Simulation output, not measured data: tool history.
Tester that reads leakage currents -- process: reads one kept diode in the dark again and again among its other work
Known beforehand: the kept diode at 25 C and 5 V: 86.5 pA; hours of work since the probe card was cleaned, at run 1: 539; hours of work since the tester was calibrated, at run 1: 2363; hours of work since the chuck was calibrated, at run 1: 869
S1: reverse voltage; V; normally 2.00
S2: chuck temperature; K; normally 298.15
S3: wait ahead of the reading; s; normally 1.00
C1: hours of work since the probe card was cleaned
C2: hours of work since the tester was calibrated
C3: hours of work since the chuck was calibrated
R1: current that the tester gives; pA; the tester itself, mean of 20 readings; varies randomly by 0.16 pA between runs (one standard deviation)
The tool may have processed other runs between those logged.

| run | hour | S1 | S2 | S3 | C1 | C2 | C3 | R1 |
|---|---|---|---|---|---|---|---|---|
| 1 | 0.0 | 2.00 | 298.15 | 1.00 | 539 | 2363 | 869 | 57.62 |
| 2 | 91.0 | 2.00 | 298.15 | 0.71 | 600 | 2424 | 930 | 58.31 |
| 3 | 199.2 | 2.00 | 298.15 | 0.71 | 672 | 2497 | 1003 | 58.82 |
| 4 | 291.2 | 2.00 | 319.15 | 1.00 | 734 | 2559 | 1065 | 235.46 |
|  | 370.0 | chuck's temperature calibrated |
| 5 | 408.2 | 2.00 | 319.15 | 1.00 | 812 | 2636 | 26 | 256.65 |
| 6 | 466.8 | 2.00 | 319.15 | 1.00 | 851 | 2676 | 65 | 257.45 |
| 7 | 529.7 | 2.00 | 319.15 | 1.00 | 893 | 2718 | 107 | 259.00 |
| 8 | 647.4 | 2.00 | 319.15 | 1.00 | 972 | 2797 | 186 | 260.13 |
| 9 | 699.5 | 2.00 | 319.15 | 1.00 | 1007 | 2832 | 222 | 262.38 |
| 10 | 770.2 | 2.00 | 319.15 | 1.00 | 1055 | 2880 | 269 | 264.31 |
|  | 854.3 | chuck's temperature calibrated, once more |
| 11 | 854.3 | 2.00 | 319.15 | 1.00 | 1110 | 2935 | 0 | 204.36 |
| 12 | 955.9 | 2.00 | 330.15 | 1.00 | 1179 | 3003 | 68 | 398.72 |
| 13 | 1029.6 | 2.00 | 330.15 | 1.00 | 1228 | 3053 | 118 | 400.91 |
| 14 | 1093.9 | 2.00 | 330.15 | 1.00 | 1271 | 3096 | 161 | 405.51 |
| 15 | 1177.8 | 2.00 | 298.15 | 4.62 | 1328 | 3152 | 218 | 52.45 |
|  | 1267.6 | tester calibrated |
| 16 | 1267.6 | 2.00 | 298.15 | 4.62 | 1387 | 0 | 277 | 53.55 |
| 17 | 1385.9 | 2.00 | 298.15 | 1.00 | 1466 | 80 | 356 | 54.87 |
| 18 | 1471.0 | 2.00 | 298.15 | 1.00 | 1524 | 137 | 413 | 55.60 |
| 19 | 1568.0 | 2.00 | 298.15 | 1.00 | 1589 | 202 | 479 | 55.93 |
| 20 | 1650.6 | 9.81 | 298.15 | 1.00 | 1644 | 258 | 534 | 153.40 |
| 21 | 1737.3 | 9.81 | 298.15 | 1.00 | 1703 | 316 | 592 | 154.17 |
| 22 | 1800.0 | 2.00 | 305.15 | 0.33 | 1745 | 358 | 634 | 91.88 |
| 23 | 1905.1 | 2.00 | 305.15 | 0.33 | 1815 | 429 | 705 | 93.32 |
| 24 | 1961.2 | 6.66 | 300.15 | 0.96 | 1853 | 466 | 743 | 141.86 |
| 25 | 2083.1 | 14.56 | 298.15 | 1.00 | 1935 | 548 | 825 | 206.91 |
| 26 | 2179.0 | 2.00 | 299.15 | 1.41 | 1999 | 613 | 889 | 64.14 |
| 27 | 2260.7 | 2.74 | 298.15 | 5.00 | 2054 | 668 | 944 | 72.95 |
| 28 | 2361.8 | 2.74 | 298.15 | 5.00 | 2122 | 736 | 1012 | 73.95 |
| 29 | 2423.8 | 7.38 | 301.15 | 3.23 | 2164 | 777 | 1054 | 168.57 |
| 30 | 2482.3 | 2.84 | 303.15 | 3.23 | 2203 | 817 | 1093 | 106.85 |
|  | 2516.8 | chuck's temperature calibrated |
| 31 | 2585.8 | 2.84 | 303.15 | 3.23 | 2272 | 885 | 46 | 93.03 |
| 32 | 2673.0 | 19.45 | 330.15 | 1.00 | 2330 | 944 | 105 | 1611.61 |
| 33 | 2796.3 | 19.45 | 311.15 | 1.00 | 2413 | 1026 | 188 | 529.16 |
|  | 2873.9 | probe card cleaned and baked |
| 34 | 2894.3 | 1.13 | 311.15 | 0.44 | 14 | 1090 | 252 | 89.88 |
| 35 | 2984.3 | 1.13 | 311.15 | 0.44 | 74 | 1151 | 312 | 91.21 |
| 36 | 3097.7 | 12.31 | 311.15 | 0.44 | 151 | 1227 | 389 | 381.42 |
| 37 | 3166.6 | 1.68 | 311.15 | 0.44 | 197 | 1273 | 435 | 117.11 |
| 38 | 3222.7 | 1.81 | 311.15 | 0.44 | 235 | 1311 | 473 | 122.81 |
| 39 | 3305.6 | 1.31 | 295.15 | 0.44 | 290 | 1367 | 528 | 34.23 |

What differs in the tool's unlogged condition from the final listed run ahead of each entry between runs to the first listed run following it?
Runs 4 to 5: chuck's temperature calibrated (hour 370.0)
  stray current of the dirty probe card, pA a volt: 0.62 -> 0.682; current scale over the true one, %: -1.03 -> -1.06; true chuck temperature over the reading, C: 2.16 -> 3.5
  measured result minus the result with no hidden state, R1: +28.59 -> +49.10 pA
Runs 10 to 11: chuck's temperature calibrated, once more (hour 854.3)
  stray current of the dirty probe card, pA a volt: 0.891 -> 0.939; current scale over the true one, %: -1.15 -> -1.17; true chuck temperature over the reading, C: 3.99 -> -0.2
  measured result minus the result with no hidden state, R1: +57.07 -> -3.19 pA
Runs 15 to 16: tester calibrated (hour 1267.6)
  stray current of the dirty probe card, pA a volt: 1.114 -> 1.162; current scale over the true one, %: -1.25 -> 0.15; true chuck temperature over the reading, C: 0.22 -> 0.34
  measured result minus the result with no hidden state, R1: +2.30 -> +3.59 pA
Runs 30 to 31: chuck's temperature calibrated (hour 2516.8)
  stray current of the dirty probe card, pA a volt: 1.849 -> 1.905; current scale over the true one, %: -0.15 -> -0.17; true chuck temperature over the reading, C: 2.04 -> -0.01
  measured result minus the result with no hidden state, R1: +18.42 -> +5.09 pA
Runs 33 to 34: probe card cleaned and baked (hour 2873.9)
  stray current of the dirty probe card, pA a volt: 2.018 -> 0.037; current scale over the true one, %: -0.22 -> -0.25; true chuck temperature over the reading, C: 0.28 -> 0.39
  measured result minus the result with no hidden state, R1: +46.71 -> +2.08 pA
